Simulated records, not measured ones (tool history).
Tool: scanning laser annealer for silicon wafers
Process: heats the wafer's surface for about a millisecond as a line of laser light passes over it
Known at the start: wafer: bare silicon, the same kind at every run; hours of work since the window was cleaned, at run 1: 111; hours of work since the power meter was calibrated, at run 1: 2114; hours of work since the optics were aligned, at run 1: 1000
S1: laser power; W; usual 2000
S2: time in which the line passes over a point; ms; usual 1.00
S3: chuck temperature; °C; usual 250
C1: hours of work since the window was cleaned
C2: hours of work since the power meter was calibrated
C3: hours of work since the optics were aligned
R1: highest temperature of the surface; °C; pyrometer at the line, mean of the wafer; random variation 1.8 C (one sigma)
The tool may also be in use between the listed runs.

{"run": 1, "hour": 0.0, "S1": 2000, "S2": 1.0, "S3": 250, "C1": 111, "C2": 2114, "C3": 1000, "R1": 971}
{"run": 2, "hour": 92.7, "S1": 2000, "S2": 1.0, "S3": 250, "C1": 169, "C2": 2172, "C3": 1058, "R1": 963}
{"run": 3, "hour": 183.8, "S1": 2000, "S2": 1.0, "S3": 250, "C1": 226, "C2": 2229, "C3": 1115, "R1": 965}
{"run": 4, "hour": 273.8, "S1": 1730, "S2": 1.0, "S3": 250, "C1": 283, "C2": 2286, "C3": 1172, "R1": 843}
{"run": 5, "hour": 349.3, "S1": 1730, "S2": 1.0, "S3": 250, "C1": 330, "C2": 2333, "C3": 1219, "R1": 839}
{"run": 6, "hour": 396.7, "S1": 2000, "S2": 1.0, "S3": 250, "C1": 360, "C2": 2363, "C3": 1249, "R1": 954}
{"hour": 465.2, "done": "window over the wafer cleaned"}
{"run": 7, "hour": 473.4, "S1": 2000, "S2": 1.0, "S3": 250, "C1": 5, "C2": 2410, "C3": 1296, "R1": 967}
{"run": 8, "hour": 529.5, "S1": 2000, "S2": 1.0, "S3": 250, "C1": 40, "C2": 2445, "C3": 1331, "R1": 960}
{"run": 9, "hour": 611.5, "S1": 2000, "S2": 0.89, "S3": 250, "C1": 92, "C2": 2496, "C3": 1382, "R1": 923}
{"run": 10, "hour": 658.1, "S1": 2000, "S2": 1.0, "S3": 250, "C1": 121, "C2": 2526, "C3": 1411, "R1": 961}
{"run": 11, "hour": 747.4, "S1": 2000, "S2": 1.0, "S3": 232, "C1": 177, "C2": 2582, "C3": 1467, "R1": 935}
{"run": 12, "hour": 788.1, "S1": 2000, "S2": 1.0, "S3": 232, "C1": 202, "C2": 2607, "C3": 1493, "R1": 935}
{"run": 13, "hour": 865.0, "S1": 2000, "S2": 0.93, "S3": 227, "C1": 251, "C2": 2655, "C3": 1541, "R1": 905}
{"run": 14, "hour": 929.7, "S1": 2088, "S2": 0.93, "S3": 269, "C1": 291, "C2": 2696, "C3": 1582, "R1": 984}
{"hour": 971.2, "done": "optics aligned, line set to its width"}
{"run": 15, "hour": 994.1, "S1": 1824, "S2": 1.12, "S3": 220, "C1": 328, "C2": 2733, "C3": 14, "R1": 889}
{"run": 16, "hour": 1090.5, "S1": 1806, "S2": 1.08, "S3": 241, "C1": 389, "C2": 2794, "C3": 75, "R1": 890}
{"hour": 1105.8, "done": "window over the wafer cleaned"}
{"run": 17, "hour": 1192.0, "S1": 1806, "S2": 0.96, "S3": 288, "C1": 54, "C2": 2856, "C3": 137, "R1": 918}
{"run": 18, "hour": 1255.2, "S1": 1806, "S2": 0.96, "S3": 288, "C1": 94, "C2": 2896, "C3": 177, "R1": 914}
{"run": 19, "hour": 1326.1, "S1": 1943, "S2": 1.22, "S3": 250, "C1": 138, "C2": 2940, "C3": 221, "R1": 1010}
{"run": 20, "hour": 1401.5, "S1": 1940, "S2": 1.25, "S3": 250, "C1": 185, "C2": 2987, "C3": 269, "R1": 1016}
{"run": 21, "hour": 1489.9, "S1": 1836, "S2": 1.05, "S3": 250, "C1": 241, "C2": 3043, "C3": 324, "R1": 907}
{"run": 22, "hour": 1564.2, "S1": 2000, "S2": 1.04, "S3": 250, "C1": 287, "C2": 3089, "C3": 371, "R1": 976}
{"run": 23, "hour": 1611.3, "S1": 2000, "S2": 1.04, "S3": 250, "C1": 317, "C2": 3119, "C3": 400, "R1": 973}

5 ways to go on from here, each from the tool as it stands after run 23. What would each give?
{"run": "A", "hour": 1710.2, "S1": 2000, "S2": 1.0, "S3": 260, "C1": 379, "C2": 3181, "C3": 462, "R1": "?"}
{"run": "B", "hour": 1710.2, "S1": 1890, "S2": 0.88, "S3": 250, "C1": 379, "C2": 3181, "C3": 462, "R1": "?"}
{"run": "C", "hour": 1710.2, "S1": 2193, "S2": 1.04, "S3": 213, "C1": 379, "C2": 3181, "C3": 462, "R1": "?"}
{"run": "D", "hour": 1710.2, "S1": 2062, "S2": 1.04, "S3": 250, "C1": 379, "C2": 3181, "C3": 462, "R1": "?"}
{"run": "E", "hour": 1710.2, "S1": 2177, "S2": 0.9, "S3": 250, "C1": 379, "C2": 3181, "C3": 462, "R1": "?"}

run=A R1=968
run=B R1=874
run=C R1=1024
run=D R1=1000
run=E R1=1000
Without the tool's hidden state the same runs would have given:
run=A R1=1010
run=B R1=911
run=C R1=1072
run=D R1=1044
run=E R1=1045

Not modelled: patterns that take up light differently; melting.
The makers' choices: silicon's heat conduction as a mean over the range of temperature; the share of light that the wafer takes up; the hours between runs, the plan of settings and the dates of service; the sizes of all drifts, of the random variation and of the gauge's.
